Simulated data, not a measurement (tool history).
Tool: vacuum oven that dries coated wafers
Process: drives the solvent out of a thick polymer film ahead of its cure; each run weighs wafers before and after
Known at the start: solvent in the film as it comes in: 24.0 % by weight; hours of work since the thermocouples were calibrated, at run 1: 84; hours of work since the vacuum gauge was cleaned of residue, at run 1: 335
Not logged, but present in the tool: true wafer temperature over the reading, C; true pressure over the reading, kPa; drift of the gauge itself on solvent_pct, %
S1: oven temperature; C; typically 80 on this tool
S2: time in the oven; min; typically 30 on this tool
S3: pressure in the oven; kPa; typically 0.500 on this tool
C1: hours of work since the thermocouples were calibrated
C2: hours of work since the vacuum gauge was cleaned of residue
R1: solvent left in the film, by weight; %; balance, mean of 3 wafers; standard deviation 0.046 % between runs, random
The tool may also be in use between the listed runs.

| run | hour | S1 | S2 | S3 | C1 | C2 | R1 |
|---|---|---|---|---|---|---|---|
| 1 | 0.0 | 80 | 30 | 0.500 | 84 | 335 | 4.26 |
| 2 | 18.1 | 80 | 30 | 0.352 | 97 | 348 | 4.16 |
| 3 | 38.9 | 82 | 30 | 0.500 | 113 | 363 | 3.57 |
| 4 | 52.8 | 80 | 30 | 1.728 | 123 | 374 | 5.33 |
| 5 | 68.6 | 80 | 30 | 1.728 | 134 | 385 | 5.30 |
| 6 | 88.3 | 80 | 30 | 1.728 | 149 | 400 | 5.33 |
| 7 | 106.8 | 80 | 30 | 0.500 | 163 | 413 | 4.32 |
| 8 | 130.6 | 80 | 30 | 0.500 | 180 | 431 | 4.42 |
| 9 | 147.6 | 66 | 30 | 0.500 | 193 | 443 | 10.32 |
| 10 | 163.6 | 80 | 30 | 0.500 | 204 | 455 | 4.41 |
| 11 | 179.4 | 80 | 30 | 0.500 | 216 | 467 | 4.47 |
| 12 | 204.3 | 80 | 30 | 0.500 | 234 | 485 | 4.47 |
| 13 | 223.8 | 80 | 30 | 0.788 | 249 | 499 | 4.67 |
| 14 | 240.1 | 80 | 30 | 0.788 | 260 | 511 | 4.66 |
| 15 | 254.8 | 80 | 30 | 0.788 | 271 | 522 | 4.60 |
| 16 | 273.8 | 80 | 30 | 0.788 | 285 | 536 | 4.66 |
| 17 | 298.1 | 80 | 30 | 0.500 | 303 | 554 | 4.45 |
| 18 | 319.2 | 80 | 30 | 0.500 | 319 | 569 | 4.51 |
| 19 | 331.5 | 80 | 30 | 0.500 | 328 | 578 | 4.42 |
| 20 | 345.1 | 80 | 30 | 0.500 | 338 | 588 | 4.46 |
| 21 | 356.2 | 80 | 30 | 0.500 | 346 | 597 | 4.39 |
| 22 | 380.6 | 80 | 30 | 1.987 | 364 | 614 | 5.65 |
| 23 | 398.0 | 74 | 22 | 1.655 | 377 | 627 | 10.15 |
| 24 | 416.3 | 80 | 30 | 1.546 | 390 | 641 | 5.39 |
| 25 | 436.5 | 80 | 30 | 1.546 | 405 | 656 | 5.42 |
| 26 | 461.7 | 80 | 30 | 1.546 | 423 | 674 | 5.29 |
| 27 | 478.5 | 67 | 53 | 0.452 | 436 | 686 | 6.39 |
| 28 | 497.5 | 90 | 44 | 0.732 | 450 | 700 | 0.92 |
| 29 | 511.4 | 90 | 15 | 0.526 | 460 | 711 | 5.08 |
| 30 | 530.8 | 79 | 17 | 0.526 | 474 | 725 | 8.81 |
| 31 | 548.8 | 79 | 17 | 0.526 | 487 | 738 | 8.74 |
| 32 | 567.5 | 79 | 17 | 0.526 | 501 | 752 | 8.85 |
| 33 | 590.0 | 86 | 21 | 0.474 | 518 | 768 | 4.43 |
| 34 | 612.8 | 86 | 21 | 0.474 | 534 | 785 | 4.49 |
| 35 | 630.2 | 86 | 21 | 0.474 | 547 | 798 | 4.45 |
| 36 | 654.2 | 86 | 36 | 1.619 | 565 | 816 | 2.71 |

Expected results for the next run?
| 37 | 675.4 | 87 | 26 | 1.513 | 580 | 831 | ? |

R1: 3.61 %
With the hidden condition absent and the run-to-run variation left alone, this run would have shown R1 3.35 %.
